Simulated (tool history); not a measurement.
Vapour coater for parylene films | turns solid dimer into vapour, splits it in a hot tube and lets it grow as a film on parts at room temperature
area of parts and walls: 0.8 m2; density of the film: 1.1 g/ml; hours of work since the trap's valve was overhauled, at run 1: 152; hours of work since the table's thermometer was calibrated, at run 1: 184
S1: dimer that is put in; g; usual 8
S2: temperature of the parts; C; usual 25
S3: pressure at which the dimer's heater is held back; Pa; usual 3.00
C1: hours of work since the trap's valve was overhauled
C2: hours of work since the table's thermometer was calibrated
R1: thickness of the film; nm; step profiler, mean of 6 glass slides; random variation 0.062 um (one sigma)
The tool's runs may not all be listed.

run	day	S1	S2	S3	C1	C2	R1
1	0.000	8	25	3.00	152	184	6980
2	0.933	8	25	3.00	166	198	7030
3	1.808	8	25	2.08	179	211	7180
4	2.467	8	25	2.08	189	221	7060
5	3.229	8	25	3.00	200	232	6910
6	4.246	8	25	3.00	215	247	6940
7	4.783	3	25	3.00	223	255	2610
8	5.708	3	25	3.00	237	269	2570
9	6.217	3	25	3.00	244	276	2580
10	6.758	3	25	2.20	252	284	2670
11	7.379	3	25	2.20	261	293	2600
12	7.933	8	25	3.00	270	302	6760
13	8.412	8	25	3.00	277	309	6760
14	9.204	8	25	3.00	288	320	6750
15	10.012	8	25	3.00	300	332	6790
16	10.808	8	25	3.00	312	344	6660
17	11.662	8	25	3.00	325	357	6700
18	12.275	8	25	3.00	334	366	6650
19	13.171	8	25	3.00	347	379	6640
20	14.071	8	25	5.10	360	392	6300
21	14.529	8	25	3.00	367	399	6660
22	15.362	8	25	4.86	379	411	6470
23	16.138	8	25	4.86	391	423	6370
24	16.733	8	36	8.29	400	432	3810
25	17.196	4	17	3.00	407	438	4010
26	17.842	8	25	5.54	416	448	6270
27	18.521	8	25	5.54	426	458	6200
28	18.967	8	25	5.54	433	465	6240
29	19.421	8	35	2.95	439	471	4210
30	20.133	8	35	2.95	450	482	4190
31	20.938	5	20	10.68	462	494	4640
32	21.742	4	25	10.15	474	506	2950
33	22.596	8	29	5.47	486	518	5180
# day 23.108: trap's valve overhauled
34	23.208	6	29	2.49	1	525	4620
35	24.142	3	31	3.92	15	539	2040
36	24.588	6	24	8.38	22	545	5300
37	25.421	6	24	8.38	34	557	5380
38	26.325	6	24	8.38	48	571	5310
39	26.971	6	25	3.00	57	580	5380
40	27.800	4	19	3.00	69	593	4390
41	28.292	10	19	3.00	77	600	10860
42	29.062	10	18	3.00	88	611	10930

Forecast each of these 4 alternatives for the next run:
A	29.633	8	22	6.30	96	620	?
B	29.633	5	30	3.00	96	620	?
C	29.633	10	21	3.00	96	620	?
D	29.633	14	18	2.45	96	620	?

run	R1
A	7580
B	3560
C	10290
D	15310
Without the tool's hidden state the same runs would have given:
run	R1
A	7900
B	3710
C	10730
D	15710
